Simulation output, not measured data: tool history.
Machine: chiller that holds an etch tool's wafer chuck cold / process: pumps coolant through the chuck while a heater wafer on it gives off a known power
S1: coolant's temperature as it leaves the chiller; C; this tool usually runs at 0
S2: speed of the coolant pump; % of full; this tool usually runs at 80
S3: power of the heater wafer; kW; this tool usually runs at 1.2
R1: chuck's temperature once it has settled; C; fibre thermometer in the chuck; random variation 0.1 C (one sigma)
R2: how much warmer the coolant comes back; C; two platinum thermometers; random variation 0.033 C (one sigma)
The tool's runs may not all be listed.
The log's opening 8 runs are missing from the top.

Run 9, hour 236.5: usual settings but S1 2 C. Result: R1 12.3 C, R2 4.51 C.
Run 10, hour 266.2: usual settings but S1 2 C. Result: R1 12.1 C, R2 4.44 C.
Run 11, hour 291.6: usual settings but S1 2 C. Result: R1 12.2 C, R2 4.46 C.
Run 12, hour 315.4: usual settings but S1 2 C. Result: R1 12.4 C, R2 4.42 C.
Run 13, hour 348.1: usual settings. Result: R1 10.5 C, R2 4.49 C.
Run 14, hour 388.4: usual settings but S3 1.517 kW. Result: R1 13.1 C, R2 5.62 C.
Run 15, hour 412.3: usual settings but S3 1.517 kW. Result: R1 13.1 C, R2 5.62 C.
Run 16, hour 454: usual settings but S3 1.517 kW. Result: R1 13.1 C, R2 5.61 C.
Run 17, hour 482.3: usual settings but S3 1.517 kW. Result: R1 13 C, R2 5.65 C.
Run 18, hour 515.1: usual settings but S3 1.517 kW. Result: R1 13.2 C, R2 5.68 C.
Run 19, hour 543.3: usual settings but S3 0.699 kW. Result: R1 6.1 C, R2 2.59 C.
Run 20, hour 573.6: usual settings but S2 74 % of full, S3 0.699 kW. Result: R1 6.4 C, R2 2.75 C.
Run 21, hour 616.1: usual settings but S2 79 % of full, S3 0.844 kW. Result: R1 7.5 C, R2 3.18 C.
Run 22, hour 648.1: usual settings but S2 79 % of full, S3 0.844 kW. Result: R1 7.4 C, R2 3.18 C.

Run 23, settings as shown, results not yet in. Your forecast:
At hour 657.1: coolant pump overhauled.
Run 23, hour 694.3: usual settings but S1 1 C, S2 69 % of full. Result: R1 ?, R2 ?.

For run 23 the tool returned R1 12.8 C, R2 5.19 C.
On a tool with no hidden condition, and with the same random variation, this run would have come out at R1 11.9 C, R2 5.09 C.
